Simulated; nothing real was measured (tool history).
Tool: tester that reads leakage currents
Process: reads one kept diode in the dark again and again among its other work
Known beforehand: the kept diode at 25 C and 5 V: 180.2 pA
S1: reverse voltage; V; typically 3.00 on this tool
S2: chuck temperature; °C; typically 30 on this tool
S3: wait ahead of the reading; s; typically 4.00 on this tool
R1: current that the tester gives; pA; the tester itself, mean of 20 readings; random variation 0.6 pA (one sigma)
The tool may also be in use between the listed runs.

run,hour,S1,S2,S3,R1
1,0.0,3.00,30,4.00,209.53
2,101.4,9.29,30,4.00,394.89
3,200.8,7.69,30,4.00,358.96
4,315.8,3.00,30,4.00,215.30
5,437.1,7.79,30,4.00,366.80
6,591.4,3.00,30,0.98,220.12
7,754.2,3.00,30,0.98,221.61
8,906.6,3.00,30,0.58,226.40
9,1016.2,3.00,30,0.58,228.70
10,1195.7,3.00,30,0.58,230.77
11,1366.1,3.00,30,4.09,234.13
12,1511.8,3.00,30,4.09,235.02
13,1655.7,3.00,30,4.09,238.17
14,1755.9,14.32,52,0.33,2627.22
15,1887.3,14.32,52,0.33,2667.41
# hour 1967.9: chuck's temperature calibrated
16,1986.5,6.08,25,2.15,213.71
17,2113.4,6.08,25,2.15,216.17
18,2236.4,6.08,25,2.15,219.97
19,2359.5,6.20,24,0.72,209.67
20,2484.0,3.40,41,6.89,513.35
21,2589.1,10.72,34,6.04,602.63
22,2744.1,10.72,34,6.04,607.21

For run 23, what comes out?
23,2825.2,10.72,34,6.04,?

Run 23 came out at R1 614.54 pA.
The same run, on a tool lacking any hidden state, would have yielded R1 547.97 pA.

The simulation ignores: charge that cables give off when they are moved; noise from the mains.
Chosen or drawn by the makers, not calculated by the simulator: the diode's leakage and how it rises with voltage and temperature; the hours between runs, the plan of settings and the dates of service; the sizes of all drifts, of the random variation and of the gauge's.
